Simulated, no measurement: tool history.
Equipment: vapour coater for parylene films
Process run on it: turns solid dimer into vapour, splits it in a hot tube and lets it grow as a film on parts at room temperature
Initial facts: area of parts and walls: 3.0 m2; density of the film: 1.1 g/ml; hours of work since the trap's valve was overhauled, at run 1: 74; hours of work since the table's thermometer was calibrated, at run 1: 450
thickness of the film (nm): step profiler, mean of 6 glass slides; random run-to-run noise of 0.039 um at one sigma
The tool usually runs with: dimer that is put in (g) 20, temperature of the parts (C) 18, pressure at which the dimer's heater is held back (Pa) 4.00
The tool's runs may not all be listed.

run,hour,dimer that is put in (g),temperature of the parts (C),pressure at which the dimer's heater is held back (Pa),hours of work since the trap's valve was overhauled,hours of work since the table's thermometer was calibrated,thickness of the film (nm)
1,0.0,20,18,4.00,74,450,3930
2,38.0,20,18,4.00,108,484,3790
3,82.7,20,18,4.00,148,525,3770
4,149.0,20,18,4.00,208,584,3580
5,196.3,20,18,4.00,250,626,3470
# hour 209.7: trap's valve overhauled
6,233.9,20,18,4.00,22,657,4050
7,275.6,20,18,4.00,59,694,3920
8,349.1,20,18,4.00,125,760,3690
9,381.6,20,18,4.00,154,789,3730
10,421.4,20,19,4.00,190,825,3420
11,457.6,20,19,9.22,222,857,2950
12,488.8,20,19,9.22,250,885,2890
# hour 498.0: trap's valve overhauled
13,548.4,20,19,9.22,45,935,3290
14,610.6,20,19,9.22,101,991,3200
15,649.7,20,16,4.00,136,1026,4060
16,689.4,20,18,4.00,172,1062,3640
17,726.3,20,18,3.61,205,1095,3610
18,757.8,20,18,3.61,233,1123,3540
# hour 786.4: trap's valve overhauled
19,804.6,20,18,3.61,16,1161,4050
20,873.8,20,18,3.61,78,1223,3930
21,908.6,20,18,8.82,110,1255,3270
22,943.6,20,18,8.82,141,1286,3240
23,985.8,20,18,8.82,179,1324,3140
24,1036.1,20,18,8.82,224,1369,3100
# hour 1075.9: trap's valve overhauled
25,1079.3,13,18,4.04,3,1404,2550
26,1110.2,14,13,2.48,31,1432,3590
27,1154.2,14,16,3.49,70,1471,2960
28,1204.5,14,16,8.58,115,1516,2500
29,1270.0,17,25,7.01,174,1575,2030
30,1319.0,17,25,7.01,218,1619,2010
# hour 1367.8: trap's valve overhauled
31,1378.6,10,18,4.00,10,1669,1980
32,1431.8,10,18,4.00,57,1717,1910
33,1488.5,14,29,5.35,108,1768,1560
34,1526.0,20,27,4.00,142,1801,2450
35,1568.3,20,27,4.00,180,1839,2430
36,1630.7,20,27,4.00,236,1895,2290
# hour 1636.7: table's thermometer calibrated
# hour 1658.1: trap's valve overhauled
37,1695.7,20,27,4.00,34,49,2730
38,1749.0,20,18,2.13,81,97,4270
39,1815.9,26,12,4.02,142,157,6330
40,1870.8,24,13,9.84,191,206,4640
41,1902.8,20,18,6.72,220,235,3260
# hour 1945.9: trap's valve overhauled
42,1975.6,22,24,2.18,27,297,3760
43,2037.9,22,10,5.87,83,353,5730
44,2074.3,31,19,3.02,115,385,5920
45,2148.3,30,19,5.12,182,452,5070

Difference, measured minus no-hidden-state, one row per run. Run-to-run variation is common to both terms; the gauge's own scatter need not be:
The tool's hidden condition here consists of: vapour lost through the trap's worn valve, %; true temperature of the parts over the reading, C; drift of the gauge itself on film_um, %.
run,thickness of the film (nm)
1,-230
2,-310
3,-410
4,-570
5,-680
6,-140
7,-240
8,-390
9,-480
10,-540
11,-550
12,-610
13,-190
14,-300
15,-480
16,-530
17,-620
18,-680
19,-170
20,-340
21,-360
22,-420
23,-510
24,-610
25,-110
26,-220
27,-250
28,-290
29,-330
30,-400
31,-100
32,-160
33,-180
34,-360
35,-430
36,-510
37,-100
38,-270
39,-690
40,-660
41,-540
42,-130
43,-430
44,-590
45,-730

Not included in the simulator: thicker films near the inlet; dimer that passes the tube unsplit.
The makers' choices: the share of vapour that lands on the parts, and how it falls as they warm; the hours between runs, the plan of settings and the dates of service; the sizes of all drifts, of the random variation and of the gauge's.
